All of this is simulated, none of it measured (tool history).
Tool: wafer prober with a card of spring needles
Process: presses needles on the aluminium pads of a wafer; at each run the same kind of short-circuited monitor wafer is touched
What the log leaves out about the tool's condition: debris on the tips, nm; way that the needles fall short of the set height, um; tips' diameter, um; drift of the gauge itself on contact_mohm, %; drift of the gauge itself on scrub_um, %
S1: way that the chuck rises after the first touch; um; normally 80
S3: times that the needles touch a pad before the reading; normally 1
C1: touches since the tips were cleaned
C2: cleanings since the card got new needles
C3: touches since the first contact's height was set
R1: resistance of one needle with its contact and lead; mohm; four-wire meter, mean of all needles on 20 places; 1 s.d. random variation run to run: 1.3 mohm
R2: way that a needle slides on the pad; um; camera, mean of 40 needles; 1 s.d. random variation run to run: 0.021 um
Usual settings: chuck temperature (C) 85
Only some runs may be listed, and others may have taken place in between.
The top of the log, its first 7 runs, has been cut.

At hour 49.7: tips cleaned on abrasive film.
Run 8, hour 51.5: usual settings; C1 918; C2 9; C3 55066. Result: R1 209 mohm, R2 18 um.
Run 9, hour 59.8: usual settings but chuck temperature (C) 68; C1 5091; C2 9; C3 59239. Result: R1 213 mohm, R2 17.95 um.
At hour 61: tips cleaned on abrasive film.
Run 10, hour 68.6: usual settings but chuck temperature (C) 68; C1 3839; C2 10; C3 63643. Result: R1 210 mohm, R2 17.94 um.
At hour 72.8: tips cleaned on abrasive film.
Run 11, hour 77.2: usual settings but chuck temperature (C) 68; C1 2232; C2 11; C3 67956. Result: R1 209 mohm, R2 17.94 um.
At hour 84.8: tips cleaned on abrasive film.
Run 12, hour 90: usual settings but chuck temperature (C) 68; C1 2629; C2 12; C3 74332. Result: R1 211 mohm, R2 17.93 um.
At hour 96.3: tips cleaned on abrasive film.
Run 13, hour 97.9: usual settings but chuck temperature (C) 68, S3 3; C1 855; C2 13; C3 78317. Result: R1 202 mohm, R2 17.88 um.
At hour 107.4: tips cleaned on abrasive film.
Run 14, hour 109.1: usual settings but chuck temperature (C) 34; C1 821; C2 14; C3 83883. Result: R1 200 mohm, R2 17.89 um.
At hour 118.8: tips cleaned on abrasive film.
Run 15, hour 119.3: usual settings but chuck temperature (C) 34; C1 257; C2 15; C3 89005. Result: R1 199 mohm, R2 17.88 um.
Run 16, hour 128.3: usual settings but chuck temperature (C) 34; C1 4819; C2 15; C3 93567. Result: R1 208 mohm, R2 17.87 um.
At hour 130.1: tips cleaned on abrasive film.
Run 17, hour 139: usual settings but chuck temperature (C) 34; C1 4505; C2 16; C3 98927. Result: R1 206 mohm, R2 17.85 um.
At hour 141.9: tips cleaned on abrasive film.
Run 18, hour 148.8: usual settings but S1 64 um, chuck temperature (C) 57; C1 3504; C2 17; C3 103820. Result: R1 214 mohm, R2 14.24 um.

Forecast run 19:
At hour 153.4: tips cleaned on abrasive film.
Run 19, hour 161.7: usual settings but S1 99 um, chuck temperature (C) 44, S3 2; C1 4195; C2 18; C3 110302. Result: R1 ?, R2 ?.

R1: 201 mohm
R2: 22.13 um
Minus the tool's unlogged condition, the same run would have read R1 197 mohm, R2 22.38 um.
